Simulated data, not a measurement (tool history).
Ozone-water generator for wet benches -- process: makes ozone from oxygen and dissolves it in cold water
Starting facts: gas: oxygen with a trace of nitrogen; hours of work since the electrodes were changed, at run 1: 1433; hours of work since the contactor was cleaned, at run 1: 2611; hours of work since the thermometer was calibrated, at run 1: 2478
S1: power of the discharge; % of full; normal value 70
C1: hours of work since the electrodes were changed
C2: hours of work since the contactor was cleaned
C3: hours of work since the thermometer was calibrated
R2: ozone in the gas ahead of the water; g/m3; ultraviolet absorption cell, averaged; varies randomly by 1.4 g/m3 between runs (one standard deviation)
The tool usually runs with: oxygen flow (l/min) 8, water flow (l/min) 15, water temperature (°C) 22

{"run": 1, "hour": 0.0, "S1": 70, "oxygen flow (l/min)": 8, "water flow (l/min)": 15, "water temperature (°C)": 22, "C1": 1433, "C2": 2611, "C3": 2478, "dissolved ozone (ppm)": 36.9, "R2": 273.2}
{"hour": 28.1, "done": "contactor cleaned"}
{"run": 2, "hour": 135.9, "S1": 70, "oxygen flow (l/min)": 8, "water flow (l/min)": 15, "water temperature (°C)": 22, "C1": 1522, "C2": 73, "C3": 2567, "dissolved ozone (ppm)": 37, "R2": 270.7}
{"run": 3, "hour": 283.2, "S1": 70, "oxygen flow (l/min)": 8, "water flow (l/min)": 15, "water temperature (°C)": 22, "C1": 1622, "C2": 172, "C3": 2666, "dissolved ozone (ppm)": 37.2, "R2": 268.2}
{"run": 4, "hour": 353.7, "S1": 70, "oxygen flow (l/min)": 8, "water flow (l/min)": 15, "water temperature (°C)": 22, "C1": 1670, "C2": 220, "C3": 2714, "dissolved ozone (ppm)": 37, "R2": 270}
{"run": 5, "hour": 443.0, "S1": 70, "oxygen flow (l/min)": 11.79, "water flow (l/min)": 15, "water temperature (°C)": 22, "C1": 1730, "C2": 280, "C3": 2774, "dissolved ozone (ppm)": 34.4, "R2": 224}
{"run": 6, "hour": 555.8, "S1": 70, "oxygen flow (l/min)": 11.79, "water flow (l/min)": 15, "water temperature (°C)": 22, "C1": 1806, "C2": 357, "C3": 2851, "dissolved ozone (ppm)": 34.4, "R2": 222}
{"run": 7, "hour": 636.5, "S1": 70, "oxygen flow (l/min)": 8, "water flow (l/min)": 15, "water temperature (°C)": 22, "C1": 1861, "C2": 411, "C3": 2905, "dissolved ozone (ppm)": 37.4, "R2": 269.4}
{"run": 8, "hour": 774.2, "S1": 70, "oxygen flow (l/min)": 8, "water flow (l/min)": 15, "water temperature (°C)": 16, "C1": 1954, "C2": 504, "C3": 2998, "dissolved ozone (ppm)": 41.9, "R2": 272.6}
{"run": 9, "hour": 847.6, "S1": 70, "oxygen flow (l/min)": 5.37, "water flow (l/min)": 15, "water temperature (°C)": 22, "C1": 2003, "C2": 554, "C3": 3048, "dissolved ozone (ppm)": 37.9, "R2": 328}
{"run": 10, "hour": 951.7, "S1": 70, "oxygen flow (l/min)": 5.37, "water flow (l/min)": 21, "water temperature (°C)": 22, "C1": 2074, "C2": 624, "C3": 3118, "dissolved ozone (ppm)": 30.3, "R2": 330.9}
{"run": 11, "hour": 1052.8, "S1": 70, "oxygen flow (l/min)": 5.37, "water flow (l/min)": 21, "water temperature (°C)": 22, "C1": 2142, "C2": 692, "C3": 3186, "dissolved ozone (ppm)": 29.8, "R2": 327.8}
{"run": 12, "hour": 1125.6, "S1": 70, "oxygen flow (l/min)": 5.37, "water flow (l/min)": 21, "water temperature (°C)": 22, "C1": 2191, "C2": 742, "C3": 3236, "dissolved ozone (ppm)": 29.6, "R2": 327}
{"run": 13, "hour": 1185.5, "S1": 70, "oxygen flow (l/min)": 5.37, "water flow (l/min)": 21, "water temperature (°C)": 22, "C1": 2232, "C2": 782, "C3": 3276, "dissolved ozone (ppm)": 30.2, "R2": 328.8}
{"run": 14, "hour": 1261.0, "S1": 70, "oxygen flow (l/min)": 5.37, "water flow (l/min)": 21, "water temperature (°C)": 22, "C1": 2283, "C2": 833, "C3": 3327, "dissolved ozone (ppm)": 30.3, "R2": 326.7}
{"run": 15, "hour": 1323.0, "S1": 70, "oxygen flow (l/min)": 5.37, "water flow (l/min)": 21, "water temperature (°C)": 22, "C1": 2325, "C2": 875, "C3": 3369, "dissolved ozone (ppm)": 29.7, "R2": 328.6}
{"run": 16, "hour": 1428.3, "S1": 70, "oxygen flow (l/min)": 8, "water flow (l/min)": 15, "water temperature (°C)": 15, "C1": 2396, "C2": 946, "C3": 3440, "dissolved ozone (ppm)": 42.4, "R2": 269}
{"run": 17, "hour": 1502.6, "S1": 70, "oxygen flow (l/min)": 8, "water flow (l/min)": 15, "water temperature (°C)": 15, "C1": 2446, "C2": 996, "C3": 3490, "dissolved ozone (ppm)": 42.4, "R2": 267.8}
{"run": 18, "hour": 1587.5, "S1": 70, "oxygen flow (l/min)": 8.62, "water flow (l/min)": 11, "water temperature (°C)": 27, "C1": 2503, "C2": 1054, "C3": 3548, "dissolved ozone (ppm)": 38.1, "R2": 260.2}
{"run": 19, "hour": 1718.8, "S1": 70, "oxygen flow (l/min)": 8.62, "water flow (l/min)": 11, "water temperature (°C)": 27, "C1": 2592, "C2": 1143, "C3": 3637, "dissolved ozone (ppm)": 37.9, "R2": 256.9}
{"run": 20, "hour": 1779.5, "S1": 98, "oxygen flow (l/min)": 8.62, "water flow (l/min)": 11, "water temperature (°C)": 17, "C1": 2633, "C2": 1184, "C3": 3677, "dissolved ozone (ppm)": 63.9, "R2": 346}
{"run": 21, "hour": 1920.6, "S1": 84, "oxygen flow (l/min)": 5.38, "water flow (l/min)": 9, "water temperature (°C)": 16, "C1": 2728, "C2": 1279, "C3": 3773, "dissolved ozone (ppm)": 68.7, "R2": 379.8}
{"run": 22, "hour": 1985.2, "S1": 84, "oxygen flow (l/min)": 4.45, "water flow (l/min)": 9, "water temperature (°C)": 16, "C1": 2772, "C2": 1323, "C3": 3817, "dissolved ozone (ppm)": 71.2, "R2": 421.5}
{"run": 23, "hour": 2080.3, "S1": 84, "oxygen flow (l/min)": 4.45, "water flow (l/min)": 9, "water temperature (°C)": 16, "C1": 2836, "C2": 1387, "C3": 3881, "dissolved ozone (ppm)": 70.8, "R2": 418.9}
{"run": 24, "hour": 2205.4, "S1": 99, "oxygen flow (l/min)": 4.45, "water flow (l/min)": 9, "water temperature (°C)": 19, "C1": 2921, "C2": 1471, "C3": 3965, "dissolved ozone (ppm)": 78, "R2": 481.8}
{"run": 25, "hour": 2340.6, "S1": 91, "oxygen flow (l/min)": 11.84, "water flow (l/min)": 15, "water temperature (°C)": 15, "C1": 3012, "C2": 1563, "C3": 4057, "dissolved ozone (ppm)": 50.4, "R2": 278}
{"run": 26, "hour": 2475.1, "S1": 50, "oxygen flow (l/min)": 9.81, "water flow (l/min)": 23, "water temperature (°C)": 22, "C1": 3103, "C2": 1654, "C3": 4148, "dissolved ozone (ppm)": 20.5, "R2": 179}
{"run": 27, "hour": 2552.8, "S1": 91, "oxygen flow (l/min)": 9.81, "water flow (l/min)": 12, "water temperature (°C)": 18, "C1": 3156, "C2": 1706, "C3": 4200, "dissolved ozone (ppm)": 54.8, "R2": 305.1}
{"run": 28, "hour": 2648.9, "S1": 70, "oxygen flow (l/min)": 10.39, "water flow (l/min)": 15, "water temperature (°C)": 22, "C1": 3221, "C2": 1771, "C3": 4265, "dissolved ozone (ppm)": 35.2, "R2": 235}
{"run": 29, "hour": 2732.8, "S1": 70, "oxygen flow (l/min)": 10.39, "water flow (l/min)": 15, "water temperature (°C)": 22, "C1": 3277, "C2": 1828, "C3": 4322, "dissolved ozone (ppm)": 35.5, "R2": 235.6}
{"run": 30, "hour": 2812.7, "S1": 70, "oxygen flow (l/min)": 10.39, "water flow (l/min)": 9, "water temperature (°C)": 28, "C1": 3331, "C2": 1882, "C3": 4376, "dissolved ozone (ppm)": 37.9, "R2": 231.5}
{"run": 31, "hour": 2934.6, "S1": 72, "oxygen flow (l/min)": 7.27, "water flow (l/min)": 11, "water temperature (°C)": 17, "C1": 3414, "C2": 1964, "C3": 4458, "dissolved ozone (ppm)": 50.5, "R2": 285.2}
{"run": 32, "hour": 3026.6, "S1": 72, "oxygen flow (l/min)": 5.23, "water flow (l/min)": 11, "water temperature (°C)": 17, "C1": 3476, "C2": 2026, "C3": 4520, "dissolved ozone (ppm)": 53.1, "R2": 336.4}
{"run": 33, "hour": 3135.4, "S1": 42, "oxygen flow (l/min)": 8.53, "water flow (l/min)": 11, "water temperature (°C)": 17, "C1": 3549, "C2": 2100, "C3": 4594, "dissolved ozone (ppm)": 30.5, "R2": 163.4}

Pick out some run-to-run changes in R2. Of each, how much would a tool without hidden state show as well, from the settings, what came in and chance, and how much is left for the hidden state and any gauge scatter not in both results compared?
What the log doesn't record here: yield of the discharge, % of new electrodes'; contactor's efficiency, % of a clean one's; true water temperature over the reading, C; drift of the gauge itself on ozone_ppm, %; drift of the gauge itself on gas_g_m3, %.
Run 24 -> 25: S1 99 -> 91, oxygen flow (l/min) 4.45 -> 11.84, water flow (l/min) 9 -> 15, water temperature (°C) 19 -> 15. R2 -203.8 g/m3: hidden state +3.2, all else -207.
Run 26 -> 27: S1 50 -> 91, water flow (l/min) 23 -> 12, water temperature (°C) 22 -> 18. R2 +126.1 g/m3: hidden state -2.6, all else +128.7.
Run 32 -> 33: S1 72 -> 42, oxygen flow (l/min) 5.23 -> 8.53. R2 -173 g/m3: hidden state +4, all else -177.

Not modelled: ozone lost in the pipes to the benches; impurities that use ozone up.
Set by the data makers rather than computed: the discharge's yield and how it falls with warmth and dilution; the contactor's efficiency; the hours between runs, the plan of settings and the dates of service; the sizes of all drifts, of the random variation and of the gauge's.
